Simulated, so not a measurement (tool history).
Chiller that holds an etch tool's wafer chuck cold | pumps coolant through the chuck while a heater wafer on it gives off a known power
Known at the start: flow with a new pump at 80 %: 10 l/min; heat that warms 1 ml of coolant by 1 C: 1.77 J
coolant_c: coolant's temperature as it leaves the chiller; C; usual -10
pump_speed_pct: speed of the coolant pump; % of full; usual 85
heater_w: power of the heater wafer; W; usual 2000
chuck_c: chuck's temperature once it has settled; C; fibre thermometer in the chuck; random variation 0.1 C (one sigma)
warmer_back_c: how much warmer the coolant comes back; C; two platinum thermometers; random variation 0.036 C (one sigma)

run,hour,coolant_c,pump_speed_pct,heater_w,chuck_c,warmer_back_c
1,0.0,-10,85,2000,11.6,6.47
2,42.0,-10,85,2000,11.7,6.51
3,82.2,-10,85,2000,11.8,6.44
4,130.5,-10,85,2000,11.9,6.42
5,156.6,-10,85,2000,11.9,6.52
6,187.5,-10,85,2000,11.9,6.44
7,220.5,-10,85,2663,19.0,8.68
8,258.5,-17,85,2000,4.8,6.49
9,290.7,-17,85,2000,4.9,6.55
10,338.6,-17,85,2000,5.2,6.56
11,366.1,-10,89,2000,11.4,6.16
12,405.9,-10,85,2000,11.9,6.58
13,427.0,-10,85,2000,12.2,6.53
14,474.9,-10,85,2000,12.1,6.54
15,501.2,-10,76,2000,13.9,7.31
16,538.3,-10,76,2000,13.7,7.34
17,573.7,-18,78,2000,5.5,7.12
18,605.4,-10,92,2572,17.0,7.78
19,630.3,-7,65,1140,8.3,4.92
20,677.6,-7,65,1140,8.1,4.89
21,711.3,-7,65,1140,8.2,4.92
22,741.8,-10,89,2328,15.0,7.26
23,770.2,-3,89,2677,25.8,8.41
24,792.9,-18,70,2000,7.3,8.02
25,840.9,-18,70,2000,7.5,8.07
26,893.2,-18,83,2000,4.8,6.71
27,939.1,-18,83,2000,4.8,6.75
28,967.7,-11,94,1338,3.1,3.90
29,1014.4,-10,95,1139,1.9,3.36

The next listed run, before its measurement:
30,1040.3,-10,67,1139,?,?

chuck_c: 5.1 C
warmer_back_c: 4.77 C
Without the tool's hidden state the same run would have given chuck_c 3.7 C, warmer_back_c 4.63 C.

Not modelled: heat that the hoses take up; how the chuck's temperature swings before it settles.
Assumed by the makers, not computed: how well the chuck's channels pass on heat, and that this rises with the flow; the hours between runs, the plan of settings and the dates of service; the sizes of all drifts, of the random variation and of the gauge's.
